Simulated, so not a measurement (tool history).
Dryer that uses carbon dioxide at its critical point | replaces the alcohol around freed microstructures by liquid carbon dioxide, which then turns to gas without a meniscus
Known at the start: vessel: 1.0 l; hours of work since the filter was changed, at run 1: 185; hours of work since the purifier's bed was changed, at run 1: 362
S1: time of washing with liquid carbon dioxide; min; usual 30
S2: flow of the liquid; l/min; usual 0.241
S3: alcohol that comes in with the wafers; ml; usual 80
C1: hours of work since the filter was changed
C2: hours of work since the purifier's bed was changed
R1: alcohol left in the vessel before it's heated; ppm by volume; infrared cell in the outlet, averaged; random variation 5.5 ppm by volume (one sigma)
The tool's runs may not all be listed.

{"run": 1, "day": 0.0, "S1": 30, "S2": 0.241, "S3": 80, "C1": 185, "C2": 362, "R1": 275}
{"run": 2, "day": 1.058, "S1": 30, "S2": 0.165, "S3": 80, "C1": 196, "C2": 373, "R1": 1592}
{"run": 3, "day": 1.658, "S1": 30, "S2": 0.165, "S3": 80, "C1": 202, "C2": 380, "R1": 1570}
{"run": 4, "day": 2.483, "S1": 30, "S2": 0.165, "S3": 80, "C1": 211, "C2": 388, "R1": 1612}
{"run": 5, "day": 3.462, "S1": 30, "S2": 0.241, "S3": 43, "C1": 222, "C2": 399, "R1": 186}
{"run": 6, "day": 4.375, "S1": 30, "S2": 0.241, "S3": 43, "C1": 231, "C2": 408, "R1": 194}
{"run": 7, "day": 4.867, "S1": 30, "S2": 0.241, "S3": 43, "C1": 237, "C2": 414, "R1": 199}
{"run": 8, "day": 5.858, "S1": 30, "S2": 0.241, "S3": 43, "C1": 247, "C2": 424, "R1": 202}
{"run": 9, "day": 6.488, "S1": 30, "S2": 0.241, "S3": 43, "C1": 254, "C2": 431, "R1": 207}
{"day": 7.158, "done": "inlet filter changed"}
{"run": 10, "day": 7.4, "S1": 30, "S2": 0.262, "S3": 80, "C1": 3, "C2": 440, "R1": 171}
{"run": 11, "day": 8.071, "S1": 30, "S2": 0.241, "S3": 111, "C1": 10, "C2": 447, "R1": 291}
{"run": 12, "day": 8.567, "S1": 30, "S2": 0.241, "S3": 111, "C1": 15, "C2": 453, "R1": 292}
{"run": 13, "day": 9.312, "S1": 30, "S2": 0.241, "S3": 80, "C1": 23, "C2": 460, "R1": 239}
{"run": 14, "day": 10.258, "S1": 30, "S2": 0.241, "S3": 80, "C1": 33, "C2": 470, "R1": 247}
{"run": 15, "day": 10.992, "S1": 30, "S2": 0.364, "S3": 80, "C1": 41, "C2": 478, "R1": 105}
{"run": 16, "day": 12.012, "S1": 30, "S2": 0.222, "S3": 80, "C1": 52, "C2": 489, "R1": 369}
{"run": 17, "day": 12.946, "S1": 30, "S2": 0.222, "S3": 80, "C1": 61, "C2": 499, "R1": 371}
{"run": 18, "day": 13.971, "S1": 30, "S2": 0.241, "S3": 80, "C1": 72, "C2": 510, "R1": 268}
{"run": 19, "day": 14.954, "S1": 25, "S2": 0.153, "S3": 26, "C1": 83, "C2": 520, "R1": 1281}
{"run": 20, "day": 15.65, "S1": 23, "S2": 0.241, "S3": 80, "C1": 90, "C2": 528, "R1": 829}
{"run": 21, "day": 16.142, "S1": 23, "S2": 0.241, "S3": 80, "C1": 95, "C2": 533, "R1": 822}

Run 22 comes next. What will it give?
{"run": 22, "day": 16.583, "S1": 41, "S2": 0.209, "S3": 87, "C1": 100, "C2": 538, "R1": "?"}

Run 22 gave R1 179 ppm by volume.
Without the tool's hidden state the same run would have given R1 63 ppm by volume.
